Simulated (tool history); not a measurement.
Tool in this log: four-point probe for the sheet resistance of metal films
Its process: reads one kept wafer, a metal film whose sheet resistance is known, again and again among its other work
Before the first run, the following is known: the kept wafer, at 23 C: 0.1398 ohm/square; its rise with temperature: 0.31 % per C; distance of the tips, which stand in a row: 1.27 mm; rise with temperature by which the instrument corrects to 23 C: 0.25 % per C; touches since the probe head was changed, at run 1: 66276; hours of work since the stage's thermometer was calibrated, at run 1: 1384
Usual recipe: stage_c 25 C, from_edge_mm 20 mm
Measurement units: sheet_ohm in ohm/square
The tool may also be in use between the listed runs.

run	hour	stage_c	from_edge_mm	touches since the probe head was changed	hours of work since the stage's thermometer was calibrated	sheet_ohm
1	0.0	25	20	66276	1384	0.138172
2	62.6	25	8	68211	1410	0.139632
# hour 76.2: new probe head fitted
3	113.8	25	20	1162	1432	0.139182
4	158.5	19	20	2545	1450	0.138671
5	216.8	19	20	4348	1475	0.138621
6	287.7	19	20	6540	1505	0.138562
7	368.1	19	20	9027	1539	0.138585
8	452.8	19	20	11648	1574	0.138488
9	518.2	25	20	13671	1602	0.138900
# hour 522.7: stage's thermometer calibrated
10	575.1	34	20	15416	22	0.139394
11	665.5	21	5	18211	60	0.142746
12	723.1	19	4	19993	84	0.144988
13	797.5	19	4	22297	116	0.144908
14	891.2	19	4	25193	155	0.144888
15	951.5	19	4	27060	181	0.144829
16	1018.6	21	6	29136	209	0.141086
# hour 1072.5: stage's thermometer calibrated, once more
17	1081.8	21	6	31073	4	0.141363
18	1169.6	30	67	33791	41	0.138762

Hidden state or all else? Some run-to-run changes of sheet_ohm, split into what the settings, what came in and random variation would give without the hidden state, and what is left for the hidden state (with any gauge scatter that isn't in both results):
Hidden conditions of the tool in this case: inner tips' distance over the nominal, %; tips' flats over new ones', %; wafer's true temperature over the reading, C; drift of the gauge itself on sheet_ohm, %.
Run 2 -> 3: from_edge_mm 8 -> 20, new probe head fitted. sheet_ohm -0.000450 ohm/square: hidden state +0.001052, all else -0.001502.
Run 15 -> 16: stage_c 19 -> 21, from_edge_mm 4 -> 6. sheet_ohm -0.003743 ohm/square: hidden state +0.000000, all else -0.003743.
